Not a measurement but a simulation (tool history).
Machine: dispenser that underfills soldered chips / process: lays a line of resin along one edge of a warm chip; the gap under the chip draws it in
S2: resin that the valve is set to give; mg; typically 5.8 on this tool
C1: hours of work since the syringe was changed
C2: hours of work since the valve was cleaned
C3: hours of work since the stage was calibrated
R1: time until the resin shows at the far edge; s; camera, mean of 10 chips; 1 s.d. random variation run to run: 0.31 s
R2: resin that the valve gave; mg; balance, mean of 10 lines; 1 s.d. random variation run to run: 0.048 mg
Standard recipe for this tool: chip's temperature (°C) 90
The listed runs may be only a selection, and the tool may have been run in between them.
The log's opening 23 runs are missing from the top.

At hour 268.4: new syringe of resin.
Run 24, hour 273: usual settings; C1 4; C2 118; C3 471. Result: R1 14.1 s, R2 5.43 mg.
At hour 279.8: dispensing valve cleaned and set on the balance.
Run 25, hour 281.1: usual settings; C1 9; C2 1; C3 477. Result: R1 20.8 s, R2 5.68 mg.
At hour 282.4: new syringe of resin.
At hour 295.8: new syringe of resin.
Run 26, hour 298: usual settings but chip's temperature (°C) 98, S2 7.29 mg; C1 2; C2 13; C3 489. Result: R1 7.9 s, R2 7.21 mg.
At hour 308.6: new syringe of resin.
Run 27, hour 313.4: usual settings but chip's temperature (°C) 98, S2 7.29 mg; C1 4; C2 25; C3 501. Result: R1 9.4 s, R2 7.21 mg.
At hour 321.5: new syringe of resin.
Run 28, hour 325.3: usual settings but chip's temperature (°C) 78, S2 7.02 mg; C1 3; C2 34; C3 510. Result: R1 23.2 s, R2 6.88 mg.
Run 29, hour 333.6: usual settings but chip's temperature (°C) 98, S2 6.08 mg; C1 9; C2 40; C3 516. Result: R1 15.5 s, R2 5.97 mg.
At hour 335.2: new syringe of resin.
Run 30, hour 346.6: usual settings but chip's temperature (°C) 93, S2 5.98 mg; C1 9; C2 50; C3 526. Result: R1 18.8 s, R2 5.79 mg.
At hour 347.7: new syringe of resin.
Run 31, hour 353.8: usual settings but chip's temperature (°C) 101; C1 5; C2 55; C3 531. Result: R1 8.7 s, R2 5.61 mg.
At hour 360.7: new syringe of resin.
Run 32, hour 369.4: usual settings but chip's temperature (°C) 101, S2 5.59 mg; C1 7; C2 67; C3 543. Result: R1 11.4 s, R2 5.37 mg.
At hour 374.3: new syringe of resin.
Run 33, hour 379.7: usual settings but S2 7.37 mg; C1 4; C2 75; C3 551. Result: R1 15.1 s, R2 7 mg.
At hour 387.5: new syringe of resin.
Run 34, hour 396.2: usual settings but S2 7.37 mg; C1 7; C2 87; C3 563. Result: R1 18.1 s, R2 6.99 mg.

Branching from run 34: 5 alternative next runs. What would each branch give?
At hour 400.9: new syringe of resin.
Run A, hour 406.7: usual settings but chip's temperature (°C) 78, S2 6.67 mg; C1 4; C2 95; C3 571. Result: R1 ?, R2 ?.
At hour 400.9: new syringe of resin.
Run B, hour 406.7: usual settings but chip's temperature (°C) 86, S2 7.02 mg; C1 4; C2 95; C3 571. Result: R1 ?, R2 ?.
At hour 400.9: new syringe of resin.
Run C, hour 406.7: usual settings but chip's temperature (°C) 98, S2 6.66 mg; C1 4; C2 95; C3 571. Result: R1 ?, R2 ?.
At hour 400.9: new syringe of resin.
Run D, hour 406.7: usual settings but chip's temperature (°C) 77, S2 5.38 mg; C1 4; C2 95; C3 571. Result: R1 ?, R2 ?.
At hour 400.9: new syringe of resin.
Run E, hour 406.7: usual settings but chip's temperature (°C) 100, S2 7.4 mg; C1 4; C2 95; C3 571. Result: R1 ?, R2 ?.

run    R1    R2
  A  26.6  6.33
  B  18.2  6.61
  C  10.4  6.31
  D  29.2   5.1
  E  10.1  6.98
Had the tool no hidden state, the same runs would have come out as:
run    R1    R2
  A  14.9  6.68
  B  10.2  6.98
  C   5.9  6.66
  D    16  5.38
  E   6.1  7.37

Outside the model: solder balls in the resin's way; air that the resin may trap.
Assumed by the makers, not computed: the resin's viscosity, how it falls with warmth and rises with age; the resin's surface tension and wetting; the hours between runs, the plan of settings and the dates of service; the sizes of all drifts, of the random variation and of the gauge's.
